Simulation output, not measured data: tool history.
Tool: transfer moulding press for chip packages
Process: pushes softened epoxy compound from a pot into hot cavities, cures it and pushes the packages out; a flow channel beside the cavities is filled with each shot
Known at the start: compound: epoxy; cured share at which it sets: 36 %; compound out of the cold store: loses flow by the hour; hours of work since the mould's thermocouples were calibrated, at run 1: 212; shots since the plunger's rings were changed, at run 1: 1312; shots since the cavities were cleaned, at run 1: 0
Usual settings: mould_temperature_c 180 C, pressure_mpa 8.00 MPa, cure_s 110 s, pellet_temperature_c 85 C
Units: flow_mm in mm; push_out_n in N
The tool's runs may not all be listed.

| run | hour | mould_temperature_c | pressure_mpa | cure_s | pellet_temperature_c | hours of work since the mould's thermocouples were calibrated | shots since the plunger's rings were changed | shots since the cavities were cleaned | incoming compound's hours out of the cold store | flow_mm | push_out_n |
|---|---|---|---|---|---|---|---|---|---|---|---|
| 1 | 0.0 | 180 | 8.00 | 110 | 85 | 212 | 1312 | 0 | 12.3 | 785 | 342 |
| 2 | 18.2 | 180 | 8.00 | 110 | 85 | 223 | 1494 | 182 | 18.3 | 774 | 385 |
| 3 | 39.5 | 180 | 8.00 | 110 | 85 | 236 | 1707 | 395 | 44.3 | 734 | 444 |
| 4 | 66.9 | 180 | 8.00 | 110 | 85 | 253 | 1982 | 670 | 27.1 | 757 | 536 |
| 5 | 81.1 | 180 | 8.00 | 110 | 85 | 262 | 2124 | 812 | 22.1 | 766 | 527 |
|  | 94.3 | cavities cleaned with cleaning compound and waxed |
| 6 | 98.6 | 180 | 8.00 | 110 | 85 | 272 | 2284 | 43 | 26.9 | 759 | 355 |
| 7 | 111.2 | 180 | 8.00 | 110 | 85 | 280 | 2410 | 169 | 25.9 | 750 | 393 |
| 8 | 136.0 | 180 | 8.00 | 110 | 85 | 296 | 2658 | 417 | 28.0 | 752 | 467 |
| 9 | 163.7 | 180 | 8.00 | 141 | 85 | 313 | 2936 | 695 | 42.6 | 729 | 368 |
| 10 | 181.5 | 180 | 8.00 | 141 | 85 | 324 | 3114 | 873 | 21.9 | 750 | 389 |
|  | 188.6 | cavities cleaned with cleaning compound and waxed |
| 11 | 202.5 | 180 | 8.00 | 141 | 85 | 336 | 3309 | 139 | 32.0 | 731 | 286 |
| 12 | 230.7 | 180 | 8.00 | 141 | 85 | 354 | 3591 | 421 | 21.4 | 745 | 337 |
| 13 | 244.7 | 180 | 8.00 | 141 | 85 | 363 | 3732 | 562 | 46.3 | 713 | 348 |
| 14 | 269.1 | 176 | 8.00 | 141 | 85 | 378 | 3975 | 805 | 17.4 | 758 | 440 |
|  | 283.8 | cavities cleaned with cleaning compound and waxed |
| 15 | 301.2 | 180 | 8.00 | 110 | 90 | 397 | 4282 | 174 | 22.5 | 731 | 402 |
| 16 | 329.6 | 185 | 6.38 | 123 | 95 | 415 | 4566 | 458 | 37.6 | 617 | 354 |
| 17 | 345.8 | 185 | 6.38 | 123 | 95 | 425 | 4729 | 621 | 33.3 | 620 | 355 |

The next listed run, before its measurement:
| 18 | 360.1 | 180 | 6.73 | 110 | 85 | 434 | 4872 | 764 | 41.3 | ? | ? |

Run 18 gave flow_mm 643 mm, push_out_n 535 N.
Without the tool's hidden state the same run would have given flow_mm 694 mm, push_out_n 329 N.
